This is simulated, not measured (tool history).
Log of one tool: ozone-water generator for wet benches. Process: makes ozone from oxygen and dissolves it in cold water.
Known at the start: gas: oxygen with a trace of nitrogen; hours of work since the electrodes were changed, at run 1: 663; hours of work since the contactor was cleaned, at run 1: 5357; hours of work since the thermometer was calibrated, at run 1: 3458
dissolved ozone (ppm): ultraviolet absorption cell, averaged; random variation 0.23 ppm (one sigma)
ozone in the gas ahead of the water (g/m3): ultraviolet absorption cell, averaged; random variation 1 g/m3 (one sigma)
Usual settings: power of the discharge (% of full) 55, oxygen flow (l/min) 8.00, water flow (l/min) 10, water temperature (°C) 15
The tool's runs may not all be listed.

run    hour  power of the discharge (% of full)  oxygen flow (l/min)  water flow (l/min)  water temperature (°C)  hours of work since the electrodes were changed  hours of work since the contactor was cleaned  hours of work since the thermometer was calibrated  dissolved ozone (ppm)  ozone in the gas ahead of the water (g/m3)
  1     0.0                                  55                 8.00                  10                      15                                              663                                           5357                                                3458                   31.7                                       181.9
  2    23.7                                  55                 8.00                  10                      15                                              681                                           5375                                                3477                   32.1                                       182.8
  3    49.1                                  55                 8.00                  11                      15                                              701                                           5395                                                3496                   30.2                                       182.9
  4    83.3                                  55                 8.00                  11                      15                                              728                                           5422                                                3523                   29.9                                       182.7
  5   116.0                                  55                 8.00                  11                      15                                              753                                           5447                                                3549                   29.7                                       180.9
  6   167.7                                  55                 8.00                  10                      10                                              794                                           5488                                                3589                   34.7                                       182.0
  7   200.5                                  55                 8.00                  10                      15                                              819                                           5513                                                3615                   31.4                                       181.7
  8   246.4                                  55                 8.00                  10                      15                                              855                                           5549                                                3651                   31.3                                       180.7
  9   293.2                                  55                 8.00                  10                      15                                              892                                           5586                                                3687                   31.5                                       180.2
 10   331.5                                  55                 8.00                  10                      15                                              922                                           5616                                                3717                   31.5                                       181.0
 11   382.4                                  55                 8.00                  10                      15                                              962                                           5656                                                3757                   31.3                                       180.3
 12   417.9                                  55                 8.00                  10                      15                                              989                                           5683                                                3785                   31.4                                       182.4
 13   448.5                                  55                 8.00                  10                      15                                             1013                                           5707                                                3808                   31.4                                       180.8
 14   472.9                                  55                 8.00                  10                      15                                             1032                                           5726                                                3827                   31.1                                       182.6
 15   498.1                                  55                 8.00                  10                      15                                             1052                                           5746                                                3847                   31.4                                       179.7
 16   525.5                                  55                 8.00                  10                      15                                             1073                                           5767                                                3869                   31.7                                       180.6
 17   549.4                                  55                 8.00                  10                      15                                             1092                                           5786                                                3887                   31.4                                       181.2
 18   591.3                                  55                11.14                  15                      15                                             1125                                           5819                                                3920                   21.9                                       149.9
 19   640.6                                  55                 4.56                  10                      11                                             1163                                           5857                                                3958                   37.1                                       248.5
      664.5  -- water thermometer calibrated
 20   694.2                                  55                 6.70                  10                      13                                             1205                                           5899                                                  23                   34.3                                       198.6
 21   733.5                                  55                 6.70                  10                      13                                             1235                                           5929                                                  54                   34.2                                       200.4
 22   787.1                                  55                11.71                   7                      15                                             1277                                           5971                                                  96                   33.4                                       144.1
 23   822.6                                  55                11.71                   7                      15                                             1305                                           5999                                                 124                   33.6                                       145.3
 24   872.8                                  55                11.71                   7                      15                                             1344                                           6038                                                 163                   33.3                                       145.0
 25   908.1                                  52                 5.46                  10                      12                                             1372                                           6066                                                 190                   35.1                                       216.2
 26   954.9                                  55                 8.00                   6                       7                                             1408                                           6102                                                 227                   49.3                                       178.4
     1004.9  -- contactor cleaned
 27  1010.1                                  58                10.05                  10                      19                                             1448                                              4                                                 267                   29.1                                       162.5
 28  1050.5                                  58                10.05                  10                      19                                             1480                                             36                                                 298                   28.9                                       162.9
 29  1083.1                                  58                10.05                  10                      19                                             1505                                             61                                                 324                   28.7                                       161.8
 30  1120.7                                  65                12.27                  11                      14                                             1535                                             90                                                 353                   30.8                                       152.4
 31  1143.8                                  44                11.60                  14                      11                                             1553                                            109                                                 371                   23.6                                       127.8
 32  1196.4                                  44                11.60                  14                      11                                             1594                                            150                                                 412                   23.2                                       129.1
 33  1233.9                                  67                 8.00                  10                      22                                             1623                                            179                                                 442                   30.8                                       199.3
 34  1257.6                                  51                 8.00                  10                      15                                             1642                                            197                                                 460                   31.4                                       171.3

3 ways to go on from here, each from the tool as it stands after run 34. What would each give?
  A  1301.7                                  96                13.97                  10                      15                                             1676                                            232                                                 495                      ?                                           ?
  B  1301.7                                  42                 8.00                  10                      15                                             1676                                            232                                                 495                      ?                                           ?
  C  1301.7                                  50                 8.00                  10                      15                                             1676                                            232                                                 495                      ?                                           ?

run  dissolved ozone (ppm)  ozone in the gas ahead of the water (g/m3)
  A                   36.7                                       175.0
  B                   28.2                                       154.8
  C                   31.3                                       169.7
Without the tool's hidden state the same runs would have given:
run  dissolved ozone (ppm)  ozone in the gas ahead of the water (g/m3)
  A                   38.3                                       182.3
  B                   29.0                                       158.7
  C                   32.3                                       174.7
